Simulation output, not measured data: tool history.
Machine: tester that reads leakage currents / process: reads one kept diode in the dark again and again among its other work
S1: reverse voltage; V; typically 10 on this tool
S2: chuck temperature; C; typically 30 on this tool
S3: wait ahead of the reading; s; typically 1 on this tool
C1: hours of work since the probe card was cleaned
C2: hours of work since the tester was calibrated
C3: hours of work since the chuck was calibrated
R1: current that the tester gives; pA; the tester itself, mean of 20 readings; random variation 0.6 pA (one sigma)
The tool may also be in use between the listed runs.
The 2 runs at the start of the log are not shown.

run,day,S1,S2,S3,C1,C2,C3,R1
3,5.196,10,30,1,1941,1681,1045,240.23
# day 5.933: chuck's temperature calibrated
4,7.533,10,30,1,1974,1713,23,215.98
5,9.088,10,30,2.1,1996,1736,46,216.14
6,11.65,3.4,30,2.1,2033,1773,83,116.12
7,12.933,3.4,30,2.1,2052,1791,101,116.41
8,14.692,3.4,30,2.1,2077,1817,127,116.98
9,16.296,3.4,30,2.1,2100,1840,150,117.28
10,17.538,3.4,30,2.1,2118,1858,168,116.74
11,20.017,3.4,27,2.1,2154,1894,204,91.11
12,21.362,10,35,1,2174,1913,223,338.92
13,24.05,10,35,1,2212,1952,262,340.54
14,26.771,10,35,1,2252,1992,301,342.71
15,28.112,10,35,1,2271,2011,321,344.31
16,29.475,10,30,1,2291,2031,341,226.72
17,32.175,10,30,1,2330,2070,380,227.24
18,33.917,10,30,1,2355,2095,405,229.64
# day 34.183: tester calibrated
19,36.542,10,30,1,2392,34,442,232.52
20,38.158,10,30,1,2415,58,465,233.81
21,40.758,1.7,30,1,2453,95,503,83.17
22,42.25,7.9,30,1,2475,117,524,203.76
23,43.462,1.8,20,4.34,2492,134,542,35.58
24,44.912,1.8,20,4.34,2513,155,563,35.48
# day 47.167: tester calibrated, once more
25,47.175,1.8,20,4.34,2545,0,594,35.14

What does the tool deliver on the next run?
26,49.371,1.8,20,4.34,2576,32,626,?

Run 26 gave R1 35.03 pA.
The same run, on a tool lacking any hidden state, would have yielded R1 29.16 pA.
